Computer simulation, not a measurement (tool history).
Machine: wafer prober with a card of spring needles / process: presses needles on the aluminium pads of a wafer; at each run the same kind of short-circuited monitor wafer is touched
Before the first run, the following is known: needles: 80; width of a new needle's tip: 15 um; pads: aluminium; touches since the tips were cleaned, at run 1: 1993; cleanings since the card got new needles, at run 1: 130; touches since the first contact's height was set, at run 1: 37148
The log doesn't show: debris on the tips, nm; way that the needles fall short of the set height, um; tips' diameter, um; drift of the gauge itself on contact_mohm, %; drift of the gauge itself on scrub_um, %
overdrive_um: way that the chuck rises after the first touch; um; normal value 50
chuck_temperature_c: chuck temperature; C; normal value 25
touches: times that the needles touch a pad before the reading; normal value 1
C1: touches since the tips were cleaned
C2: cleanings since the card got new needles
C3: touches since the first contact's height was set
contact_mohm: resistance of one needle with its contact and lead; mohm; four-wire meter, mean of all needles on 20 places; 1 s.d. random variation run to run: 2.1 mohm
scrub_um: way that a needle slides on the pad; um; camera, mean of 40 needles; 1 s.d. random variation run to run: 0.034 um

run 1 hour=0.0 | overdrive_um=50 chuck_temperature_c=25 touches=1 | C1=1993 C2=130 C3=37148 | contact_mohm=378 scrub_um=6.58
-- hour=1.0 tips cleaned on abrasive film
-- hour=5.8 tips cleaned on abrasive film
-- hour=9.6 tips cleaned on abrasive film
-- hour=14.3 tips cleaned on abrasive film
-- hour=19.1 tips cleaned on abrasive film
-- hour=23.8 tips cleaned on abrasive film
-- hour=28.6 tips cleaned on abrasive film
-- hour=33.3 tips cleaned on abrasive film
-- hour=37.1 tips cleaned on abrasive film
-- hour=41.0 tips cleaned on abrasive film
-- hour=45.7 tips cleaned on abrasive film
-- hour=49.5 tips cleaned on abrasive film
-- hour=53.3 tips cleaned on abrasive film
-- hour=58.1 tips cleaned on abrasive film
run 2 hour=58.4 | overdrive_um=50 chuck_temperature_c=25 touches=1 | C1=152 C2=144 C3=70292 | contact_mohm=259 scrub_um=6.48
-- hour=62.2 tips cleaned on abrasive film
-- hour=63.4 height of the first contact set anew
-- hour=67.2 tips cleaned on abrasive film
-- hour=71.0 tips cleaned on abrasive film
-- hour=75.8 tips cleaned on abrasive film
-- hour=79.6 tips cleaned on abrasive film
-- hour=83.4 tips cleaned on abrasive film
-- hour=88.2 tips cleaned on abrasive film
-- hour=92.0 tips cleaned on abrasive film
-- hour=95.8 tips cleaned on abrasive film
-- hour=100.5 tips cleaned on abrasive film
-- hour=104.4 tips cleaned on abrasive film
-- hour=109.1 tips cleaned on abrasive film
-- hour=113.9 tips cleaned on abrasive film
-- hour=117.7 tips cleaned on abrasive film
-- hour=121.5 tips cleaned on abrasive film
-- hour=126.2 tips cleaned on abrasive film
-- hour=130.1 tips cleaned on abrasive film
-- hour=134.8 tips cleaned on abrasive film
-- hour=138.6 tips cleaned on abrasive film
-- hour=143.4 tips cleaned on abrasive film
-- hour=147.2 tips cleaned on abrasive film
-- hour=151.9 tips cleaned on abrasive film
-- hour=156.7 tips cleaned on abrasive film
run 3 hour=158.9 | overdrive_um=50 chuck_temperature_c=25 touches=1 | C1=1282 C2=167 C3=54285 | contact_mohm=362 scrub_um=6.55
-- hour=160.8 tips cleaned on abrasive film
-- hour=164.7 tips cleaned on abrasive film
-- hour=169.4 tips cleaned on abrasive film
-- hour=174.1 tips cleaned on abrasive film
-- hour=178.0 tips cleaned on abrasive film
-- hour=182.7 tips cleaned on abrasive film
-- hour=187.5 tips cleaned on abrasive film
-- hour=191.3 tips cleaned on abrasive film
-- hour=191.6 height of the first contact set anew
-- hour=196.3 tips cleaned on abrasive film
-- hour=200.1 tips cleaned on abrasive film
-- hour=204.0 tips cleaned on abrasive film
-- hour=208.7 tips cleaned on abrasive film
-- hour=212.5 tips cleaned on abrasive film
run 4 hour=212.9 | overdrive_um=50 chuck_temperature_c=25 touches=1 | C1=218 C2=180 C3=12116 | contact_mohm=277 scrub_um=6.66
-- hour=216.7 tips cleaned on abrasive film
-- hour=221.5 tips cleaned on abrasive film
-- hour=225.3 tips cleaned on abrasive film
-- hour=230.0 tips cleaned on abrasive film
-- hour=233.8 tips cleaned on abrasive film
-- hour=237.7 tips cleaned on abrasive film
-- hour=242.4 tips cleaned on abrasive film
-- hour=246.2 tips cleaned on abrasive film
-- hour=250.0 tips cleaned on abrasive film
-- hour=254.8 tips cleaned on abrasive film
-- hour=258.6 tips cleaned on abrasive film
-- hour=263.3 tips cleaned on abrasive film
-- hour=268.1 tips cleaned on abrasive film
-- hour=271.9 tips cleaned on abrasive film
-- hour=276.7 tips cleaned on abrasive film
-- hour=280.5 tips cleaned on abrasive film
-- hour=285.2 tips cleaned on abrasive film
-- hour=290.0 tips cleaned on abrasive film
-- hour=294.7 tips cleaned on abrasive film
run 5 hour=295.5 | overdrive_um=50 chuck_temperature_c=25 touches=1 | C1=456 C2=199 C3=59083 | contact_mohm=310 scrub_um=6.53
-- hour=299.3 tips cleaned on abrasive film
-- hour=304.1 tips cleaned on abrasive film
-- hour=308.8 tips cleaned on abrasive film
-- hour=313.6 tips cleaned on abrasive film
-- hour=318.3 tips cleaned on abrasive film
-- hour=320.5 height of the first contact set anew
-- hour=323.4 tips cleaned on abrasive film
-- hour=328.1 tips cleaned on abrasive film
-- hour=331.9 tips cleaned on abrasive film
-- hour=336.7 tips cleaned on abrasive film
-- hour=341.4 tips cleaned on abrasive film
-- hour=346.2 tips cleaned on abrasive film
-- hour=350.9 tips cleaned on abrasive film
run 6 hour=354.3 | overdrive_um=50 chuck_temperature_c=25 touches=1 | C1=1978 C2=211 C3=19285 | contact_mohm=408 scrub_um=6.65
-- hour=355.3 tips cleaned on abrasive film
-- hour=359.1 tips cleaned on abrasive film
-- hour=363.9 tips cleaned on abrasive film
-- hour=367.7 tips cleaned on abrasive film
-- hour=371.5 tips cleaned on abrasive film
-- hour=376.3 tips cleaned on abrasive film
-- hour=380.1 tips cleaned on abrasive film
-- hour=384.8 tips cleaned on abrasive film
-- hour=396.8 card fitted with new needles
-- hour=400.7 tips cleaned on abrasive film
-- hour=405.4 tips cleaned on abrasive film
-- hour=409.2 tips cleaned on abrasive film
-- hour=414.0 tips cleaned on abrasive film
-- hour=417.8 tips cleaned on abrasive film
-- hour=422.5 tips cleaned on abrasive film
-- hour=426.4 tips cleaned on abrasive film
-- hour=431.1 tips cleaned on abrasive film
-- hour=434.9 tips cleaned on abrasive film
-- hour=439.7 tips cleaned on abrasive film
-- hour=444.4 tips cleaned on abrasive film
-- hour=449.2 tips cleaned on abrasive film
-- hour=453.9 tips cleaned on abrasive film
-- hour=458.6 tips cleaned on abrasive film
-- hour=462.9 tips cleaned on abrasive film
run 7 hour=462.9 | overdrive_um=50 chuck_temperature_c=25 touches=1 | C1=0 C2=15 C3=37574 | contact_mohm=244 scrub_um=6.53
-- hour=467.6 tips cleaned on abrasive film
-- hour=471.5 tips cleaned on abrasive film
-- hour=476.2 tips cleaned on abrasive film
-- hour=481.0 tips cleaned on abrasive film
-- hour=485.7 tips cleaned on abrasive film
-- hour=490.5 tips cleaned on abrasive film
-- hour=494.3 tips cleaned on abrasive film
-- hour=499.0 tips cleaned on abrasive film
-- hour=502.8 tips cleaned on abrasive film
-- hour=507.6 tips cleaned on abrasive film
-- hour=511.7 tips cleaned on abrasive film
run 8 hour=511.7 | overdrive_um=50 chuck_temperature_c=25 touches=1 | C1=0 C2=26 C3=65337 | contact_mohm=238 scrub_um=6.43
-- hour=515.5 tips cleaned on abrasive film
-- hour=520.3 tips cleaned on abrasive film
-- hour=525.0 tips cleaned on abrasive film
-- hour=525.3 height of the first contact set anew
-- hour=529.1 tips cleaned on abrasive film
-- hour=533.0 tips cleaned on abrasive film
-- hour=537.7 tips cleaned on abrasive film
-- hour=542.5 tips cleaned on abrasive film
-- hour=547.2 tips cleaned on abrasive film
-- hour=551.0 tips cleaned on abrasive film
-- hour=555.8 tips cleaned on abrasive film
-- hour=560.5 tips cleaned on abrasive film
-- hour=565.3 tips cleaned on abrasive film
-- hour=570.0 tips cleaned on abrasive film
run 9 hour=572.6 | overdrive_um=33 chuck_temperature_c=25 touches=2 | C1=1514 C2=39 C3=26935 | contact_mohm=370 scrub_um=4.34
-- hour=574.6 tips cleaned on abrasive film
-- hour=578.4 tips cleaned on abrasive film
-- hour=583.1 tips cleaned on abrasive film
-- hour=587.9 tips cleaned on abrasive film
-- hour=592.6 tips cleaned on abrasive film
-- hour=596.4 tips cleaned on abrasive film
-- hour=601.2 tips cleaned on abrasive film
-- hour=605.0 tips cleaned on abrasive film
-- hour=608.8 tips cleaned on abrasive film
-- hour=613.6 tips cleaned on abrasive film
-- hour=618.3 tips cleaned on abrasive film
-- hour=623.1 tips cleaned on abrasive film
-- hour=626.9 tips cleaned on abrasive film
-- hour=631.6 tips cleaned on abrasive film
-- hour=635.4 tips cleaned on abrasive film
-- hour=640.2 tips cleaned on abrasive film
-- hour=644.9 tips cleaned on abrasive film
run 10 hour=648.0 | overdrive_um=50 chuck_temperature_c=38 touches=2 | C1=1788 C2=56 C3=69828 | contact_mohm=311 scrub_um=6.49
-- hour=649.0 tips cleaned on abrasive film
-- hour=653.8 tips cleaned on abrasive film
-- hour=654.1 height of the first contact set anew
-- hour=657.9 tips cleaned on abrasive film
-- hour=661.7 tips cleaned on abrasive film
-- hour=666.5 tips cleaned on abrasive film
-- hour=670.3 tips cleaned on abrasive film
-- hour=675.0 tips cleaned on abrasive film
-- hour=679.8 tips cleaned on abrasive film
-- hour=683.6 tips cleaned on abrasive film
-- hour=688.3 tips cleaned on abrasive film
-- hour=692.2 tips cleaned on abrasive film
run 11 hour=694.9 | overdrive_um=34 chuck_temperature_c=109 touches=2 | C1=1615 C2=67 C3=23250 | contact_mohm=391 scrub_um=4.51
-- hour=696.9 tips cleaned on abrasive film
-- hour=701.6 tips cleaned on abrasive film
-- hour=706.4 tips cleaned on abrasive film
-- hour=710.2 tips cleaned on abrasive film
-- hour=714.0 tips cleaned on abrasive film
-- hour=718.8 tips cleaned on abrasive film
-- hour=723.5 tips cleaned on abrasive film
-- hour=727.3 tips cleaned on abrasive film
-- hour=732.1 tips cleaned on abrasive film
-- hour=735.9 tips cleaned on abrasive film
-- hour=739.7 tips cleaned on abrasive film
-- hour=744.5 tips cleaned on abrasive film
-- hour=748.3 tips cleaned on abrasive film
-- hour=752.1 tips cleaned on abrasive film
-- hour=756.8 tips cleaned on abrasive film
-- hour=761.6 tips cleaned on abrasive film
-- hour=766.3 tips cleaned on abrasive film
-- hour=771.1 tips cleaned on abrasive film
-- hour=775.8 tips cleaned on abrasive film
run 12 hour=778.8 | overdrive_um=34 chuck_temperature_c=109 touches=2 | C1=1717 C2=86 C3=70940 | contact_mohm=407 scrub_um=4.32
-- hour=779.8 tips cleaned on abrasive film
-- hour=782.9 height of the first contact set anew
-- hour=784.9 tips cleaned on abrasive film
-- hour=789.6 tips cleaned on abrasive film
-- hour=793.4 tips cleaned on abrasive film
-- hour=798.2 tips cleaned on abrasive film
-- hour=802.9 tips cleaned on abrasive film
-- hour=807.7 tips cleaned on abrasive film
-- hour=812.4 tips cleaned on abrasive film
-- hour=817.2 tips cleaned on abrasive film
-- hour=821.9 tips cleaned on abrasive film
-- hour=826.7 tips cleaned on abrasive film
-- hour=831.4 tips cleaned on abrasive film
-- hour=836.1 tips cleaned on abrasive film
-- hour=840.9 tips cleaned on abrasive film
-- hour=845.6 tips cleaned on abrasive film
run 13 hour=847.0 | overdrive_um=34 chuck_temperature_c=109 touches=2 | C1=777 C2=101 C3=36473 | contact_mohm=335 scrub_um=4.41

Some steps in contact_mohm between neighbouring runs. How much of each would the tool show without its hidden state too (settings, what came in, random variation), and how much is left for the hidden state, with any gauge scatter that isn't in both results?
Run 6 -> 7: tips cleaned on abrasive film, tips cleaned on abrasive film, tips cleaned on abrasive film, tips cleaned on abrasive film, tips cleaned on abrasive film, tips cleaned on abrasive film, tips cleaned on abrasive film, tips cleaned on abrasive film, card fitted with new needles, tips cleaned on abrasive film, tips cleaned on abrasive film, tips cleaned on abrasive film, tips cleaned on abrasive film, tips cleaned on abrasive film, tips cleaned on abrasive film, tips cleaned on abrasive film, tips cleaned on abrasive film, tips cleaned on abrasive film, tips cleaned on abrasive film, tips cleaned on abrasive film, tips cleaned on abrasive film, tips cleaned on abrasive film, tips cleaned on abrasive film, tips cleaned on abrasive film. contact_mohm -164 mohm: hidden state -163, all else -1.
